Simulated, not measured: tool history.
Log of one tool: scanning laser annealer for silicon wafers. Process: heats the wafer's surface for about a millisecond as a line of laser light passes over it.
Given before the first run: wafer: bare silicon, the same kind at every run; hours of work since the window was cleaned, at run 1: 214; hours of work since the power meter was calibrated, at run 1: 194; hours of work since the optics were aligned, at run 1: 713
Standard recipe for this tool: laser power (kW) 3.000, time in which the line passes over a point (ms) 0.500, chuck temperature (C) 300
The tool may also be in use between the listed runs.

run	hour	laser power (kW)	time in which the line passes over a point (ms)	chuck temperature (C)	hours of work since the window was cleaned	hours of work since the power meter was calibrated	hours of work since the optics were aligned	highest temperature of the surface (C)
1	0.0	3.000	0.500	300	214	194	713	984
2	8.8	3.000	0.500	336	218	199	718	1017
3	17.6	3.000	0.500	336	223	204	723	1021
4	21.9	3.000	0.500	300	226	206	725	987
5	25.6	3.240	0.500	300	228	208	727	1054
6	32.9	3.240	0.500	300	232	212	731	1053
7	40.8	3.141	0.500	300	236	217	736	1021
8	47.1	3.000	0.396	300	239	220	739	908
9	55.2	3.000	0.446	300	244	224	743	943
10	60.7	3.000	0.446	300	247	227	746	947
11	66.3	3.000	0.446	300	250	230	750	944
12	74.1	2.982	0.446	300	254	235	754	941
13	83.2	2.982	0.446	300	259	240	759	939
14	88.5	3.000	0.500	300	262	243	762	979
15	93.1	3.000	0.500	335	264	245	764	1015
16	98.6	3.000	0.500	335	267	248	767	1013
17	103.3	2.870	0.603	316	270	251	770	1018

What will run 18 give?
18	110.3	2.870	0.603	316	274	254	773	?

{"run 18": {"highest temperature of the surface (C)": 1021}}
Without the tool's hidden state the same run would have given highest temperature of the surface (C) 1067.
